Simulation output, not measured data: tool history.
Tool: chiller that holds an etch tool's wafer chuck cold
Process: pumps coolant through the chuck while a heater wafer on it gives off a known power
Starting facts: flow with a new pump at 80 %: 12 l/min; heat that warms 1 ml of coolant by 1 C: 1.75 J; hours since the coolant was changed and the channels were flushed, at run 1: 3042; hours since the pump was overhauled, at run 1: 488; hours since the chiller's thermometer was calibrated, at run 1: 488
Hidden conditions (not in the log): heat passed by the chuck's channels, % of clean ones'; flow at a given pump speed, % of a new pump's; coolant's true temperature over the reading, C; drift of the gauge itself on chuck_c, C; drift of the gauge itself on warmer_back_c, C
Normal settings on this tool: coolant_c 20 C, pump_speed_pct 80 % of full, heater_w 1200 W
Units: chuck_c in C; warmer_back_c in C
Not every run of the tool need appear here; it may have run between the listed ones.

| run | day | coolant_c | pump_speed_pct | heater_w | hours since the coolant was changed and the channels were flushed | hours since the pump was overhauled | hours since the chiller's thermometer was calibrated | chuck_c | warmer_back_c |
|---|---|---|---|---|---|---|---|---|---|
| 1 | 0.000 | 20 | 80 | 1200 | 3042 | 488 | 488 | 31.6 | 3.46 |
|  | 3.346 | coolant changed, channels flushed |
| 2 | 3.567 | 12 | 80 | 1200 | 5 | 568 | 568 | 21.8 | 3.46 |
| 3 | 7.067 | 20 | 85 | 1200 | 89 | 652 | 652 | 29.4 | 3.33 |
| 4 | 10.267 | 20 | 80 | 766 | 166 | 728 | 728 | 26.4 | 2.24 |
| 5 | 12.775 | 20 | 80 | 766 | 226 | 789 | 789 | 26.6 | 2.23 |
| 6 | 16.229 | 20 | 80 | 766 | 309 | 871 | 871 | 26.6 | 2.23 |
| 7 | 19.879 | 20 | 80 | 766 | 397 | 959 | 959 | 26.9 | 2.23 |
| 8 | 23.025 | 17 | 64 | 1175 | 472 | 1035 | 1035 | 29.0 | 4.33 |
| 9 | 26.971 | 20 | 80 | 1454 | 567 | 1129 | 1129 | 32.5 | 4.22 |
| 10 | 28.796 | 22 | 80 | 1454 | 611 | 1173 | 1173 | 34.6 | 4.32 |
| 11 | 32.212 | 11 | 62 | 991 | 693 | 1255 | 1255 | 21.8 | 3.77 |
| 12 | 36.267 | 26 | 64 | 1461 | 790 | 1352 | 1352 | 41.5 | 5.40 |
| 13 | 40.071 | 11 | 64 | 1492 | 881 | 1444 | 1444 | 26.7 | 5.45 |
| 14 | 42.546 | 11 | 64 | 1492 | 941 | 1503 | 1503 | 27.0 | 5.50 |

Here are 5 independent what-if runs from the current tool condition. What would each one return?
| A | 45.300 | 11 | 64 | 959 | 1007 | 1569 | 1569 | ? | ? |
| B | 45.300 | 20 | 80 | 1289 | 1007 | 1569 | 1569 | ? | ? |
| C | 45.300 | 11 | 64 | 1064 | 1007 | 1569 | 1569 | ? | ? |
| D | 45.300 | 20 | 80 | 1066 | 1007 | 1569 | 1569 | ? | ? |
| E | 45.300 | 12 | 80 | 1782 | 1007 | 1569 | 1569 | ? | ? |

| run | chuck_c | warmer_back_c |
|---|---|---|
| A | 21.5 | 3.56 |
| B | 31.7 | 3.77 |
| C | 22.4 | 3.92 |
| D | 29.7 | 3.15 |
| E | 28.0 | 5.28 |
With the hidden condition removed and each run's random variation left untouched, the same runs would have given:
| run | chuck_c | warmer_back_c |
|---|---|---|
| A | 20.1 | 3.44 |
| B | 30.2 | 3.65 |
| C | 20.9 | 3.79 |
| D | 28.3 | 3.05 |
| E | 26.1 | 5.10 |
